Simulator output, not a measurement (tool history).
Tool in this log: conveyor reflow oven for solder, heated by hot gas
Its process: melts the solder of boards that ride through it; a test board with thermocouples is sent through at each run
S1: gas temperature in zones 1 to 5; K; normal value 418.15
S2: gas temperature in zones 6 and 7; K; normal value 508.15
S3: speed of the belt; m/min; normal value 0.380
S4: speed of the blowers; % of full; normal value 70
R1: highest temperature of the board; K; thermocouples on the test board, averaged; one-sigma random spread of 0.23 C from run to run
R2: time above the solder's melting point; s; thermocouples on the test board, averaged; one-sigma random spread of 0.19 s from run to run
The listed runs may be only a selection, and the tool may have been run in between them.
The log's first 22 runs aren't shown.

run   hour      S1      S2     S3  S4      R1     R2
 23  347.5  408.15  501.15  0.312  54  492.75  105.7
 24  359.3  408.15  496.15  0.312  54  487.95  100.8
 25  381.4  421.15  508.15  0.391  70  497.85   94.0
 26  401.4  421.15  508.15  0.391  70  497.85   93.9
 27  415.0  425.15  508.15  0.424  70  496.55   87.3
 28  434.6  425.15  508.15  0.424  70  495.95   87.6
 29  448.6  418.15  514.15  0.451  81  500.55   81.5
 30  469.2  425.15  517.15  0.380  70  506.85  105.5

5 ways to go on from here, each from the tool as it stands after run 30. What would each give?
  A  489.7  418.15  499.15  0.365  70   ?   ?
  B  489.7  425.15  517.15  0.380  61   ?   ?
  C  489.7  425.15  500.15  0.419  70   ?   ?
  D  489.7  425.15  517.15  0.380  71   ?   ?
  E  489.7  418.15  505.15  0.394  67   ?   ?

run      R1     R2
  A  490.65   93.1
  B  505.85  105.1
  C  489.35   83.0
  D  507.25  105.6
  E  494.15   88.3
Without the tool's unlogged condition, the same runs would have read:
run      R1     R2
  A  490.65   93.1
  B  505.85  105.1
  C  489.45   83.0
  D  507.25  105.5
  E  494.15   88.3
